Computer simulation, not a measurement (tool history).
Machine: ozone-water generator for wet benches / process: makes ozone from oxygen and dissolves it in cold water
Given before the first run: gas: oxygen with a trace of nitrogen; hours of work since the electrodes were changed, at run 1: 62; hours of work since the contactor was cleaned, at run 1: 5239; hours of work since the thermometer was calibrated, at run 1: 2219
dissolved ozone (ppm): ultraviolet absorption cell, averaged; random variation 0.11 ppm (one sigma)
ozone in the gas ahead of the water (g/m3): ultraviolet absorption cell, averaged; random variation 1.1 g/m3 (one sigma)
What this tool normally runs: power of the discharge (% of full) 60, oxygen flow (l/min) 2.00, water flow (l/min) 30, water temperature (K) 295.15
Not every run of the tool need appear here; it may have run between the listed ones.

| run | hour | power of the discharge (% of full) | oxygen flow (l/min) | water flow (l/min) | water temperature (K) | hours of work since the electrodes were changed | hours of work since the contactor was cleaned | hours of work since the thermometer was calibrated | dissolved ozone (ppm) | ozone in the gas ahead of the water (g/m3) |
|---|---|---|---|---|---|---|---|---|---|---|
| 1 | 0.0 | 60 | 2.00 | 30 | 295.15 | 62 | 5239 | 2219 | 8.1 | 186.7 |
| 2 | 158.6 | 60 | 2.00 | 30 | 295.15 | 182 | 5359 | 2339 | 8.3 | 186.1 |
| 3 | 265.6 | 60 | 1.26 | 30 | 295.15 | 263 | 5440 | 2420 | 6.8 | 230.4 |
| 4 | 455.6 | 60 | 1.26 | 34 | 295.15 | 407 | 5584 | 2564 | 5.9 | 231.9 |
| 5 | 608.1 | 60 | 1.26 | 34 | 295.15 | 522 | 5699 | 2679 | 5.9 | 231.6 |
| 6 | 788.4 | 60 | 1.26 | 46 | 295.15 | 659 | 5836 | 2816 | 4.0 | 227.3 |
|  | 836.7 | water thermometer calibrated |
| 7 | 926.2 | 60 | 2.00 | 30 | 288.15 | 762 | 5939 | 68 | 8.3 | 185.5 |
| 8 | 1108.6 | 60 | 2.00 | 30 | 288.15 | 900 | 6077 | 206 | 8.6 | 185.0 |
| 9 | 1312.0 | 60 | 2.00 | 30 | 288.15 | 1054 | 6231 | 360 | 8.4 | 186.9 |
| 10 | 1465.3 | 60 | 2.00 | 30 | 288.15 | 1170 | 6347 | 476 | 8.4 | 187.9 |
| 11 | 1599.3 | 60 | 2.00 | 34 | 288.15 | 1272 | 6449 | 577 | 7.4 | 187.1 |
| 12 | 1754.5 | 60 | 2.00 | 34 | 288.15 | 1389 | 6566 | 694 | 7.3 | 187.1 |
| 13 | 1952.3 | 84 | 2.41 | 30 | 300.15 | 1539 | 6716 | 844 | 11.0 | 223.5 |
| 14 | 2163.0 | 60 | 2.00 | 27 | 297.15 | 1698 | 6875 | 1004 | 8.9 | 187.4 |
| 15 | 2359.7 | 60 | 2.00 | 27 | 297.15 | 1847 | 7024 | 1152 | 9.1 | 185.3 |
| 16 | 2522.0 | 60 | 2.00 | 27 | 297.15 | 1970 | 7147 | 1275 | 9.1 | 184.9 |
| 17 | 2627.9 | 60 | 2.00 | 27 | 297.15 | 2050 | 7227 | 1355 | 9.0 | 187.0 |
| 18 | 2840.4 | 60 | 1.90 | 42 | 297.15 | 2211 | 7388 | 1516 | 5.4 | 192.7 |
| 19 | 3038.2 | 58 | 1.01 | 30 | 295.15 | 2360 | 7537 | 1666 | 6.0 | 249.0 |
| 20 | 3198.0 | 60 | 2.00 | 38 | 299.15 | 2481 | 7658 | 1787 | 5.9 | 186.1 |
| 21 | 3369.6 | 60 | 2.00 | 38 | 299.15 | 2611 | 7788 | 1917 | 6.1 | 185.6 |
| 22 | 3531.2 | 60 | 2.50 | 38 | 299.15 | 2733 | 7910 | 2039 | 6.6 | 168.5 |
| 23 | 3640.6 | 60 | 2.50 | 30 | 299.15 | 2816 | 7993 | 2122 | 8.8 | 167.8 |

Branching from run 23: 3 alternative next runs. What would each branch give?
| A | 3733.8 | 60 | 2.28 | 22 | 292.15 | 2887 | 8064 | 2192 | ? | ? |
| B | 3733.8 | 94 | 2.50 | 30 | 303.15 | 2887 | 8064 | 2192 | ? | ? |
| C | 3733.8 | 43 | 2.00 | 18 | 295.15 | 2887 | 8064 | 2192 | ? | ? |

| run | dissolved ozone (ppm) | ozone in the gas ahead of the water (g/m3) |
|---|---|---|
| A | 11.9 | 174.7 |
| B | 11.8 | 244.2 |
| C | 10.5 | 141.2 |
Stripped of hidden state, with their random variation kept, the same runs would have yielded:
| run | dissolved ozone (ppm) | ozone in the gas ahead of the water (g/m3) |
|---|---|---|
| A | 11.9 | 174.8 |
| B | 11.8 | 244.3 |
| C | 10.5 | 141.2 |

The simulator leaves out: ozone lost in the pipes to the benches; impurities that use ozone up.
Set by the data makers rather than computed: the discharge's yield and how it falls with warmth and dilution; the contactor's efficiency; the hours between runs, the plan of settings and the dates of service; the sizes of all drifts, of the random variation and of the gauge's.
